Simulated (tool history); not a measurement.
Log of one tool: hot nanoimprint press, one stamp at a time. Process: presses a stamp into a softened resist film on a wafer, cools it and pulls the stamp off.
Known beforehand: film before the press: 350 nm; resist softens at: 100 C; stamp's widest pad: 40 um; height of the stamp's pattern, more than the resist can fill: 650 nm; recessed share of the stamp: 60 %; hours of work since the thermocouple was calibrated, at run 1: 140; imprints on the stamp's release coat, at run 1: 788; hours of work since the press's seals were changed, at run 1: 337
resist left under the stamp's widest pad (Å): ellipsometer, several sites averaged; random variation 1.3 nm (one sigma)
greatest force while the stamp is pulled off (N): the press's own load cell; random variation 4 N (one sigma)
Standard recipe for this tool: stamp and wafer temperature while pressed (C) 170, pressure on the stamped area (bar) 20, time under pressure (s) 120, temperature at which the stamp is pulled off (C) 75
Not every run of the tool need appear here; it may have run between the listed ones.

| run | day | stamp and wafer temperature while pressed (C) | pressure on the stamped area (bar) | time under pressure (s) | temperature at which the stamp is pulled off (C) | hours of work since the thermocouple was calibrated | imprints on the stamp's release coat | hours of work since the press's seals were changed | resist left under the stamp's widest pad (Å) | greatest force while the stamp is pulled off (N) |
|---|---|---|---|---|---|---|---|---|---|---|
| 1 | 0 | 170 | 20 | 120 | 75 | 140 | 788 | 337 | 2026 | 224 |
| 2 | 2.025 | 170 | 20 | 120 | 75 | 179 | 1003 | 375 | 2008 | 228 |
| 3 | 3.733 | 170 | 20 | 120 | 75 | 211 | 1185 | 408 | 1985 | 239 |
| 4 | 5.367 | 170 | 20 | 120 | 75 | 242 | 1359 | 439 | 1985 | 244 |
| 5 | 7.65 | 170 | 20 | 120 | 75 | 286 | 1603 | 482 | 1971 | 252 |
| 6 | 9.596 | 170 | 20 | 120 | 75 | 323 | 1810 | 519 | 2001 | 253 |
| 7 | 10.85 | 170 | 20 | 120 | 75 | 346 | 1943 | 543 | 1978 | 255 |
|  | 12.046 | stamp cleaned and given a new release coat |
| 8 | 12.458 | 170 | 20 | 179 | 75 | 372 | 44 | 569 | 1729 | 193 |
| 9 | 14.35 | 170 | 20 | 129 | 75 | 408 | 246 | 605 | 1926 | 196 |
| 10 | 16.25 | 179 | 20 | 120 | 75 | 444 | 448 | 641 | 1616 | 204 |
| 11 | 17.55 | 179 | 20 | 120 | 75 | 469 | 587 | 665 | 1610 | 215 |
|  | 19.296 | plate thermocouple calibrated |
| 12 | 19.929 | 179 | 20 | 120 | 75 | 12 | 827 | 708 | 1689 | 221 |
| 13 | 21.992 | 179 | 20 | 121 | 75 | 51 | 1046 | 747 | 1685 | 236 |
| 14 | 23.283 | 170 | 20 | 120 | 75 | 76 | 1184 | 772 | 2031 | 235 |
| 15 | 25.379 | 163 | 20 | 120 | 75 | 115 | 1407 | 812 | 2392 | 234 |
| 16 | 27.521 | 182 | 25.1 | 77 | 63 | 156 | 1635 | 852 | 1640 | 294 |
| 17 | 28.867 | 170 | 28.6 | 124 | 62 | 182 | 1779 | 878 | 1736 | 304 |
| 18 | 29.946 | 163 | 28.6 | 124 | 63 | 202 | 1894 | 898 | 2089 | 296 |
|  | 31.658 | stamp cleaned and given a new release coat |
| 19 | 32.567 | 163 | 28.6 | 124 | 63 | 247 | 96 | 943 | 2089 | 231 |
| 20 | 33.892 | 163 | 28.6 | 124 | 63 | 272 | 237 | 969 | 2088 | 237 |
| 21 | 34.921 | 160 | 20 | 83 | 76 | 292 | 347 | 988 | 2689 | 201 |
| 22 | 36.146 | 172 | 20 | 73 | 80 | 315 | 477 | 1011 | 2252 | 190 |
| 23 | 37.821 | 180 | 20.3 | 120 | 75 | 347 | 656 | 1043 | 1613 | 216 |
| 24 | 40.283 | 180 | 20.3 | 120 | 75 | 394 | 918 | 1090 | 1601 | 216 |
| 25 | 41.642 | 180 | 20.3 | 120 | 75 | 419 | 1063 | 1116 | 1593 | 232 |
| 26 | 43.612 | 180 | 20.3 | 213 | 80 | 457 | 1273 | 1153 | 1286 | 210 |
| 27 | 44.871 | 169 | 13.9 | 120 | 75 | 481 | 1407 | 1177 | 2333 | 243 |
|  | 46.083 | plate thermocouple calibrated |
| 28 | 46.662 | 173 | 15.8 | 195 | 75 | 11 | 1584 | 1209 | 1821 | 245 |
| 29 | 47.796 | 173 | 15.8 | 195 | 75 | 33 | 1705 | 1230 | 1804 | 259 |

Alternative continuations, all from the tool just after run 29; predict every row:
| A | 49.246 | 173 | 15.8 | 164 | 72 | 60 | 1859 | 1258 | ? | ? |
| B | 49.246 | 180 | 15.8 | 62 | 62 | 60 | 1859 | 1258 | ? | ? |
| C | 49.246 | 173 | 15.8 | 168 | 75 | 60 | 1859 | 1258 | ? | ? |
| D | 49.246 | 170 | 17.1 | 151 | 79 | 60 | 1859 | 1258 | ? | ? |
| E | 49.246 | 170 | 17.9 | 63 | 81 | 60 | 1859 | 1258 | ? | ? |

| run | resist left under the stamp's widest pad (Å) | greatest force while the stamp is pulled off (N) |
|---|---|---|
| A | 1917 | 279 |
| B | 2244 | 299 |
| C | 1893 | 255 |
| D | 2045 | 248 |
| E | 2552 | 237 |
Stripped of hidden state, with their random variation kept, the same runs would have yielded:
| run | resist left under the stamp's widest pad (Å) | greatest force while the stamp is pulled off (N) |
|---|---|---|
| A | 1892 | 210 |
| B | 2216 | 225 |
| C | 1868 | 192 |
| D | 2018 | 186 |
| E | 2524 | 178 |
